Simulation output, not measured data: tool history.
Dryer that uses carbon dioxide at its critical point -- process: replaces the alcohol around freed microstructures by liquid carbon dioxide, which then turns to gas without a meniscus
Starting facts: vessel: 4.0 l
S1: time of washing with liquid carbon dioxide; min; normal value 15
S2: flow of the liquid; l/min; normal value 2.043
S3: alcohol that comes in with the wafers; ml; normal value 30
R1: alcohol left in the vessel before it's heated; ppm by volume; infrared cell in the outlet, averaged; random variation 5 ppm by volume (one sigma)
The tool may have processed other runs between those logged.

run 1 hour=0.0 | S1=15 S2=2.043 S3=30 | R1=66
run 2 hour=65.9 | S1=15 S2=2.043 S3=30 | R1=68
run 3 hour=125.9 | S1=15 S2=2.043 S3=30 | R1=84
run 4 hour=162.6 | S1=15 S2=2.043 S3=30 | R1=88
run 5 hour=201.8 | S1=15 S2=2.043 S3=30 | R1=107
run 6 hour=234.2 | S1=15 S2=2.043 S3=30 | R1=97
run 7 hour=274.4 | S1=15 S2=2.430 S3=30 | R1=103
run 8 hour=319.1 | S1=15 S2=2.430 S3=30 | R1=96
run 9 hour=370.0 | S1=13 S2=2.043 S3=30 | R1=123
run 10 hour=403.9 | S1=13 S2=2.043 S3=30 | R1=127
run 11 hour=456.1 | S1=19 S2=3.280 S3=54 | R1=119
run 12 hour=495.9 | S1=19 S2=3.280 S3=54 | R1=123
run 13 hour=565.6 | S1=19 S2=3.150 S3=54 | R1=142
run 14 hour=602.1 | S1=19 S2=3.150 S3=54 | R1=136
run 15 hour=658.4 | S1=12 S2=1.990 S3=30 | R1=174
run 16 hour=692.9 | S1=12 S2=2.790 S3=82 | R1=17
run 17 hour=734.5 | S1=12 S2=2.790 S3=82 | R1=20
run 18 hour=765.1 | S1=12 S2=2.790 S3=82 | R1=27
run 19 hour=798.4 | S1=12 S2=2.790 S3=82 | R1=29

Taken out of this log: 2 entries between the listed runs. Where each belongs, and how the hidden state differs across it:
Between runs 7 and 8: inlet filter changed (hour 294.4)
  flow that reaches the vessel past the clogged filter, %: 93.2 -> 99.6; alcohol in the recycled carbon dioxide, ppm: 97.5 -> 103.3
  difference, measured minus the result without the unlogged condition, R1: +93 -> +96 ppm by volume
Between runs 15 and 16: purifier's bed changed (hour 686.3)
  flow that reaches the vessel past the clogged filter, %: 96.4 -> 96.2; alcohol in the recycled carbon dioxide, ppm: 148.4 -> 5.8
  difference, measured minus the result without the unlogged condition, R1: +145 -> +3 ppm by volume
